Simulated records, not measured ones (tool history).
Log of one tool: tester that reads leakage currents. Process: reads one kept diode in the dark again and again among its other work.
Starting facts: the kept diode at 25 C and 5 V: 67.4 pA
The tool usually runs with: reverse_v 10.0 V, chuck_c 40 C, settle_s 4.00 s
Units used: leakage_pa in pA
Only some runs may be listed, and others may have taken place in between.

run 1 hour=0.0 | reverse_v=10.0 chuck_c=40 settle_s=4.00 | leakage_pa=348.52
run 2 hour=49.5 | reverse_v=10.0 chuck_c=33 settle_s=4.00 | leakage_pa=202.74
run 3 hour=86.1 | reverse_v=10.0 chuck_c=33 settle_s=4.00 | leakage_pa=202.56
run 4 hour=124.5 | reverse_v=10.0 chuck_c=33 settle_s=4.00 | leakage_pa=204.16
run 5 hour=160.0 | reverse_v=10.0 chuck_c=40 settle_s=4.00 | leakage_pa=352.84
-- hour=173.2 chuck's temperature calibrated
run 6 hour=200.2 | reverse_v=10.0 chuck_c=40 settle_s=4.00 | leakage_pa=332.71
run 7 hour=227.1 | reverse_v=10.0 chuck_c=40 settle_s=4.00 | leakage_pa=332.44
-- hour=263.3 probe card cleaned and baked
run 8 hour=283.7 | reverse_v=10.0 chuck_c=40 settle_s=4.00 | leakage_pa=317.14
run 9 hour=324.8 | reverse_v=10.0 chuck_c=40 settle_s=4.00 | leakage_pa=318.67
run 10 hour=379.1 | reverse_v=10.0 chuck_c=40 settle_s=4.00 | leakage_pa=318.93
run 11 hour=402.5 | reverse_v=10.0 chuck_c=40 settle_s=4.00 | leakage_pa=320.06
run 12 hour=448.2 | reverse_v=10.0 chuck_c=40 settle_s=4.00 | leakage_pa=319.29
run 13 hour=500.4 | reverse_v=10.0 chuck_c=40 settle_s=4.00 | leakage_pa=320.65
run 14 hour=547.4 | reverse_v=10.0 chuck_c=40 settle_s=4.00 | leakage_pa=320.04
run 15 hour=575.1 | reverse_v=10.0 chuck_c=32 settle_s=4.00 | leakage_pa=165.65
run 16 hour=597.2 | reverse_v=2.7 chuck_c=32 settle_s=4.00 | leakage_pa=103.22
run 17 hour=630.1 | reverse_v=2.7 chuck_c=32 settle_s=4.00 | leakage_pa=103.62
run 18 hour=683.4 | reverse_v=10.0 chuck_c=33 settle_s=4.00 | leakage_pa=183.05
run 19 hour=716.8 | reverse_v=10.0 chuck_c=20 settle_s=4.00 | leakage_pa=60.56
run 20 hour=750.0 | reverse_v=10.0 chuck_c=20 settle_s=4.00 | leakage_pa=60.62
run 21 hour=798.8 | reverse_v=3.0 chuck_c=36 settle_s=4.00 | leakage_pa=152.74
run 22 hour=850.8 | reverse_v=18.5 chuck_c=53 settle_s=1.24 | leakage_pa=1131.08
run 23 hour=879.9 | reverse_v=18.5 chuck_c=29 settle_s=1.24 | leakage_pa=173.11
run 24 hour=907.5 | reverse_v=10.0 chuck_c=59 settle_s=5.88 | leakage_pa=1407.16
run 25 hour=955.8 | reverse_v=10.3 chuck_c=40 settle_s=4.00 | leakage_pa=336.36
run 26 hour=1001.5 | reverse_v=2.6 chuck_c=40 settle_s=3.32 | leakage_pa=204.06
run 27 hour=1047.0 | reverse_v=2.6 chuck_c=40 settle_s=3.32 | leakage_pa=204.29
run 28 hour=1089.0 | reverse_v=11.9 chuck_c=44 settle_s=3.32 | leakage_pa=489.35
run 29 hour=1132.7 | reverse_v=4.2 chuck_c=40 settle_s=6.85 | leakage_pa=242.43
run 30 hour=1155.4 | reverse_v=4.2 chuck_c=40 settle_s=6.85 | leakage_pa=244.81
run 31 hour=1188.9 | reverse_v=1.8 chuck_c=40 settle_s=4.00 | leakage_pa=179.08
run 32 hour=1216.8 | reverse_v=1.8 chuck_c=33 settle_s=0.30 | leakage_pa=104.00
run 33 hour=1267.9 | reverse_v=1.8 chuck_c=33 settle_s=0.30 | leakage_pa=103.53
run 34 hour=1314.9 | reverse_v=2.5 chuck_c=53 settle_s=0.43 | leakage_pa=565.36
run 35 hour=1359.7 | reverse_v=10.2 chuck_c=30 settle_s=1.84 | leakage_pa=154.05
run 36 hour=1391.0 | reverse_v=5.4 chuck_c=40 settle_s=6.80 | leakage_pa=271.68
run 37 hour=1413.9 | reverse_v=7.4 chuck_c=59 settle_s=4.00 | leakage_pa=1285.71
run 38 hour=1440.9 | reverse_v=2.7 chuck_c=57 settle_s=4.00 | leakage_pa=784.57
run 39 hour=1487.7 | reverse_v=1.2 chuck_c=25 settle_s=3.82 | leakage_pa=44.61
run 40 hour=1517.7 | reverse_v=1.2 chuck_c=25 settle_s=3.82 | leakage_pa=44.92

Below are 3 alternative next runs, each starting from the tool's condition after run 40. Predict each:
run A hour=1546.1 | reverse_v=10.0 chuck_c=48 settle_s=1.32 | leakage_pa=?
run B hour=1546.1 | reverse_v=1.2 chuck_c=51 settle_s=3.82 | leakage_pa=?
run C hour=1546.1 | reverse_v=5.2 chuck_c=27 settle_s=8.45 | leakage_pa=?

run=A leakage_pa=640.56
run=B leakage_pa=374.73
run=C leakage_pa=92.78
What these runs would have given with no unlogged condition in the tool:
run=A leakage_pa=595.27
run=B leakage_pa=352.70
run=C leakage_pa=82.09
